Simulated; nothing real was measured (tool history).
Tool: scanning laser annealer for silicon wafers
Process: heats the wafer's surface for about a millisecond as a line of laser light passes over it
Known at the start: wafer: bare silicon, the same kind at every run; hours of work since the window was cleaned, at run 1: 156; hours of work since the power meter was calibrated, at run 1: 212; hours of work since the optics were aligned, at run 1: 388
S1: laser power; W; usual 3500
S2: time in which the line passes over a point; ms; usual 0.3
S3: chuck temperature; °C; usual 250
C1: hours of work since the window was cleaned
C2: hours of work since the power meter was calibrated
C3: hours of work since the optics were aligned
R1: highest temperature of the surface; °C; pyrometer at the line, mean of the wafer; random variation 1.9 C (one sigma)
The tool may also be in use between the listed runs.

run	hour	S1	S2	S3	C1	C2	C3	R1
1	0	3500	0.3	250	156	212	388	1067
2	56.2	3500	0.3	250	201	257	433	1059
3	99.9	3500	0.3	250	236	292	468	1051
4	127.4	3500	0.3	250	258	314	490	1051
5	151.2	3500	0.3	250	277	333	509	1046
6	199.3	3272	0.3	250	316	372	548	988
7	246	3500	0.3	250	353	409	585	1042
# hour 271: window over the wafer cleaned
8	292.9	3500	0.3	284	18	445	621	1105
9	338.4	3513	0.213	256	54	481	657	945
10	364.2	3513	0.213	256	75	502	678	943
11	400.7	3752	0.318	284	104	531	707	1189
12	451.7	3752	0.318	284	145	572	748	1182
13	490.6	3317	0.293	285	176	603	779	1038
14	529.2	3317	0.293	281	207	634	810	1028

Some steps in R1 between neighbouring runs. How much of each would the tool show without its hidden state too (settings, what came in, random variation), and how much is left for the hidden state, with any gauge scatter that isn't in both results?
The hidden state here: light that passes the window, % of a clean one's; laser's true power over the reading, %; width of the line over the set one, %; drift of the gauge itself on peak_c, C.
Run 7 -> 8: S3 250 -> 284, window over the wafer cleaned. R1 +63 °C: hidden state +32, all else +31.
Run 10 -> 11: S1 3513 -> 3752, S2 0.213 -> 0.318, S3 256 -> 284. R1 +246 °C: hidden state -10, all else +256.
